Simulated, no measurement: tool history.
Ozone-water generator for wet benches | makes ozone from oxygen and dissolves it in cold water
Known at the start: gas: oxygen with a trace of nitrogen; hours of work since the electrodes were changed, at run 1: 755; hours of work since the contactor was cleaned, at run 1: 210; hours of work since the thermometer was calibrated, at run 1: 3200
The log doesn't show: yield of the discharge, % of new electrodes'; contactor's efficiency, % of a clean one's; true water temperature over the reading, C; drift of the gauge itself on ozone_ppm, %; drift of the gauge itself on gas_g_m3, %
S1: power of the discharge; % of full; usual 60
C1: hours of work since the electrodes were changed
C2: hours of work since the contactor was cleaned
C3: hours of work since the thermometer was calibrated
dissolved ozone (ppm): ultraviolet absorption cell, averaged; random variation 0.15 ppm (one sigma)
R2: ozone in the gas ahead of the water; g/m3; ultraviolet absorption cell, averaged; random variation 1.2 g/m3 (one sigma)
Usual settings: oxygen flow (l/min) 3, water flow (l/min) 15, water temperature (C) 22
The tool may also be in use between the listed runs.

Run 1, day 0: usual settings; C1 755; C2 210; C3 3200. Result: dissolved ozone (ppm) 17.8, R2 213.8 g/m3.
Run 2, day 2.933: usual settings; C1 807; C2 262; C3 3252. Result: dissolved ozone (ppm) 18.1, R2 213.5 g/m3.
Run 3, day 7.6: usual settings but oxygen flow (l/min) 1.56; C1 890; C2 345; C3 3335. Result: dissolved ozone (ppm) 15.9, R2 291.7 g/m3.
Run 4, day 11.754: usual settings but oxygen flow (l/min) 1.56; C1 964; C2 419; C3 3409. Result: dissolved ozone (ppm) 15.8, R2 292.3 g/m3.
Run 5, day 15.167: usual settings but water flow (l/min) 14; C1 1025; C2 479; C3 3470. Result: dissolved ozone (ppm) 18.9, R2 217.3 g/m3.
Run 6, day 18.279: usual settings but water flow (l/min) 14; C1 1080; C2 535; C3 3525. Result: dissolved ozone (ppm) 18.8, R2 212.3 g/m3.
Run 7, day 20.567: usual settings but water flow (l/min) 14; C1 1121; C2 576; C3 3566. Result: dissolved ozone (ppm) 18.7, R2 214 g/m3.
Run 8, day 24.333: usual settings but water flow (l/min) 14; C1 1188; C2 643; C3 3633. Result: dissolved ozone (ppm) 18.8, R2 211.8 g/m3.
Run 9, day 27.825: usual settings but water flow (l/min) 14; C1 1250; C2 705; C3 3695. Result: dissolved ozone (ppm) 18.6, R2 211.2 g/m3.
At day 30.433: water thermometer calibrated.
Run 10, day 32.671: usual settings but water temperature (C) 18; C1 1336; C2 791; C3 40. Result: dissolved ozone (ppm) 18.4, R2 211.9 g/m3.
Run 11, day 37.738: usual settings but water temperature (C) 18; C1 1426; C2 881; C3 130. Result: dissolved ozone (ppm) 18.9, R2 213.7 g/m3.
Run 12, day 42.729: usual settings but water temperature (C) 18; C1 1515; C2 969; C3 219. Result: dissolved ozone (ppm) 18.7, R2 210.1 g/m3.
Run 13, day 46.554: usual settings but water temperature (C) 18; C1 1583; C2 1038; C3 287. Result: dissolved ozone (ppm) 18.5, R2 208.5 g/m3.
At day 49.312: water thermometer calibrated, once more.
Run 14, day 49.392: usual settings; C1 1633; C2 1088; C3 1. Result: dissolved ozone (ppm) 17.5, R2 210.4 g/m3.
Run 15, day 54.575: usual settings; C1 1725; C2 1180; C3 94. Result: dissolved ozone (ppm) 17.7, R2 211 g/m3.
Run 16, day 57.1: usual settings; C1 1770; C2 1225; C3 139. Result: dissolved ozone (ppm) 17.5, R2 207.8 g/m3.
Run 17, day 62.104: usual settings but oxygen flow (l/min) 4.08, water flow (l/min) 14; C1 1859; C2 1314; C3 228. Result: dissolved ozone (ppm) 18.7, R2 182.1 g/m3.
Run 18, day 66.712: usual settings but oxygen flow (l/min) 4.08, water flow (l/min) 14; C1 1941; C2 1396; C3 310. Result: dissolved ozone (ppm) 18.7, R2 181 g/m3.
Run 19, day 71.308: usual settings but oxygen flow (l/min) 4.08, water flow (l/min) 14; C1 2023; C2 1478; C3 391. Result: dissolved ozone (ppm) 18.8, R2 179.9 g/m3.
Run 20, day 73.692: usual settings but oxygen flow (l/min) 1.96, water temperature (C) 16; C1 2065; C2 1520; C3 434. Result: dissolved ozone (ppm) 17.2, R2 254.9 g/m3.
Run 21, day 76.362: usual settings but oxygen flow (l/min) 1.96, water temperature (C) 16; C1 2113; C2 1568; C3 481. Result: dissolved ozone (ppm) 17.4, R2 255.2 g/m3.
Run 22, day 80.854: usual settings but S1 63 % of full, oxygen flow (l/min) 4.52, water flow (l/min) 12, water temperature (C) 19; C1 2193; C2 1647; C3 561. Result: dissolved ozone (ppm) 22.6, R2 177.4 g/m3.
Run 23, day 84.171: usual settings but S1 63 % of full, oxygen flow (l/min) 4.52, water flow (l/min) 12, water temperature (C) 19; C1 2252; C2 1706; C3 620. Result: dissolved ozone (ppm) 22.4, R2 177.3 g/m3.
Run 24, day 88.808: usual settings but S1 87 % of full, oxygen flow (l/min) 3.63; C1 2334; C2 1789; C3 703. Result: dissolved ozone (ppm) 23.3, R2 254 g/m3.
Run 25, day 91.529: usual settings but S1 87 % of full, oxygen flow (l/min) 3.63; C1 2383; C2 1837; C3 751. Result: dissolved ozone (ppm) 23.4, R2 252.8 g/m3.
Run 26, day 95.846: usual settings but S1 59 % of full, oxygen flow (l/min) 3.63, water flow (l/min) 14, water temperature (C) 15; C1 2460; C2 1914; C3 828. Result: dissolved ozone (ppm) 20.2, R2 185.3 g/m3.
Run 27, day 99.546: usual settings but water flow (l/min) 21, water temperature (C) 14; C1 2526; C2 1980; C3 894. Result: dissolved ozone (ppm) 14.3, R2 208 g/m3.
Run 28, day 104.846: usual settings but oxygen flow (l/min) 4.33, water flow (l/min) 11, water temperature (C) 29; C1 2620; C2 2074; C3 988. Result: dissolved ozone (ppm) 18.6, R2 173.9 g/m3.
Run 29, day 108.583: usual settings but water flow (l/min) 9, water temperature (C) 26; C1 2686; C2 2141; C3 1055. Result: dissolved ozone (ppm) 22.6, R2 205.9 g/m3.
Run 30, day 112.067: usual settings but S1 49 % of full, oxygen flow (l/min) 3.69; C1 2748; C2 2203; C3 1117. Result: dissolved ozone (ppm) 14.9, R2 159.4 g/m3.
Run 31, day 117.1: usual settings but oxygen flow (l/min) 4.8, water temperature (C) 15; C1 2838; C2 2292; C3 1206. Result: dissolved ozone (ppm) 19.7, R2 164.3 g/m3.
Run 32, day 119.446: usual settings but oxygen flow (l/min) 4.8, water temperature (C) 15; C1 2880; C2 2334; C3 1248. Result: dissolved ozone (ppm) 19.5, R2 163.6 g/m3.

Hidden state at the last listed run before each entry between runs and at the first one after, where it differs:
Between runs 9 and 10: water thermometer calibrated (day 30.433)
  yield of the discharge, % of new electrodes': 97.5 -> 97.3; contactor's efficiency, % of a clean one's: 98.9 -> 98.8; true water temperature over the reading, C: 0.19 -> 0.24
  measured less the result without the state, dissolved ozone (ppm): -0.6 -> -0.6; R2: -4.7 -> -5.1 g/m3
Between runs 13 and 14: water thermometer calibrated, once more (day 49.312)
  yield of the discharge, % of new electrodes': 96.8 -> 96.7; contactor's efficiency, % of a clean one's: 98.5 -> 98.4; true water temperature over the reading, C: 0.25 -> 0.02
  measured less the result without the state, dissolved ozone (ppm): -0.7 -> -0.7; R2: -6.1 -> -6.3 g/m3

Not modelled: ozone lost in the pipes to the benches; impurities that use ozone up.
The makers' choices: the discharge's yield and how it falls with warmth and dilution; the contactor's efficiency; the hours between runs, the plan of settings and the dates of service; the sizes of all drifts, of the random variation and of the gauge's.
